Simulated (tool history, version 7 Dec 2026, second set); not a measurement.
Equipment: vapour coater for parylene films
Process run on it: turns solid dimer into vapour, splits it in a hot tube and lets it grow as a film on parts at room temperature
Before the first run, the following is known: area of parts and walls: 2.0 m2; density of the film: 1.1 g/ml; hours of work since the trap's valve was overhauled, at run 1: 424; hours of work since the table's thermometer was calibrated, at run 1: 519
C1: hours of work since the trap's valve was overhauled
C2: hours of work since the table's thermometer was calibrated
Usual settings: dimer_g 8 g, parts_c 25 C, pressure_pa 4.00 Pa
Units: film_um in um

{"run": 1, "hour": 0.0, "dimer_g": 8, "parts_c": 25, "pressure_pa": 4.0, "C1": 424, "C2": 519, "film_um": 1.91}
{"run": 2, "hour": 28.5, "dimer_g": 8, "parts_c": 25, "pressure_pa": 4.0, "C1": 440, "C2": 536, "film_um": 1.91}
{"run": 3, "hour": 57.3, "dimer_g": 8, "parts_c": 25, "pressure_pa": 4.0, "C1": 457, "C2": 553, "film_um": 1.92}
{"run": 4, "hour": 77.9, "dimer_g": 8, "parts_c": 25, "pressure_pa": 4.0, "C1": 469, "C2": 565, "film_um": 1.92}
{"run": 5, "hour": 112.8, "dimer_g": 8, "parts_c": 25, "pressure_pa": 4.0, "C1": 489, "C2": 585, "film_um": 1.91}
{"run": 6, "hour": 133.7, "dimer_g": 8, "parts_c": 25, "pressure_pa": 4.0, "C1": 502, "C2": 597, "film_um": 1.9}
{"run": 7, "hour": 166.3, "dimer_g": 8, "parts_c": 25, "pressure_pa": 4.0, "C1": 520, "C2": 616, "film_um": 1.88}
{"hour": 169.5, "done": "table's thermometer calibrated"}
{"run": 8, "hour": 189.6, "dimer_g": 8, "parts_c": 25, "pressure_pa": 4.0, "C1": 533, "C2": 12, "film_um": 1.9}
{"run": 9, "hour": 212.2, "dimer_g": 8, "parts_c": 25, "pressure_pa": 4.0, "C1": 546, "C2": 25, "film_um": 1.89}
{"run": 10, "hour": 231.8, "dimer_g": 6, "parts_c": 20, "pressure_pa": 4.0, "C1": 558, "C2": 36, "film_um": 1.76}
{"run": 11, "hour": 267.0, "dimer_g": 6, "parts_c": 20, "pressure_pa": 4.0, "C1": 578, "C2": 57, "film_um": 1.75}
{"hour": 279.9, "done": "table's thermometer calibrated, once more"}
{"run": 12, "hour": 300.4, "dimer_g": 8, "parts_c": 25, "pressure_pa": 9.78, "C1": 597, "C2": 12, "film_um": 1.63}
{"hour": 307.1, "done": "trap's valve overhauled"}
{"run": 13, "hour": 331.8, "dimer_g": 4, "parts_c": 31, "pressure_pa": 3.33, "C1": 14, "C2": 28, "film_um": 0.81}
{"run": 14, "hour": 355.1, "dimer_g": 4, "parts_c": 31, "pressure_pa": 3.33, "C1": 28, "C2": 41, "film_um": 0.8}
{"run": 15, "hour": 378.3, "dimer_g": 4, "parts_c": 31, "pressure_pa": 3.33, "C1": 41, "C2": 55, "film_um": 0.8}
{"run": 16, "hour": 409.6, "dimer_g": 4, "parts_c": 30, "pressure_pa": 3.33, "C1": 59, "C2": 73, "film_um": 0.82}
{"run": 17, "hour": 439.8, "dimer_g": 8, "parts_c": 25, "pressure_pa": 4.23, "C1": 77, "C2": 91, "film_um": 1.98}

Below are 4 alternative next runs, each starting from the tool's condition after run 17. Predict each:
{"run": "A", "hour": 467.2, "dimer_g": 3, "parts_c": 26, "pressure_pa": 6.67, "C1": 93, "C2": 106, "film_um": "?"}
{"run": "B", "hour": 467.2, "dimer_g": 14, "parts_c": 24, "pressure_pa": 10.62, "C1": 93, "C2": 106, "film_um": "?"}
{"run": "C", "hour": 467.2, "dimer_g": 8, "parts_c": 33, "pressure_pa": 4.0, "C1": 93, "C2": 106, "film_um": "?"}
{"run": "D", "hour": 467.2, "dimer_g": 12, "parts_c": 25, "pressure_pa": 11.25, "C1": 93, "C2": 106, "film_um": "?"}

run=A film_um=0.64
run=B film_um=3.11
run=C film_um=1.39
run=D film_um=2.51
Had the tool no hidden state, the same runs would have come out as:
run=A film_um=0.66
run=B film_um=3.19
run=C film_um=1.43
run=D film_um=2.58

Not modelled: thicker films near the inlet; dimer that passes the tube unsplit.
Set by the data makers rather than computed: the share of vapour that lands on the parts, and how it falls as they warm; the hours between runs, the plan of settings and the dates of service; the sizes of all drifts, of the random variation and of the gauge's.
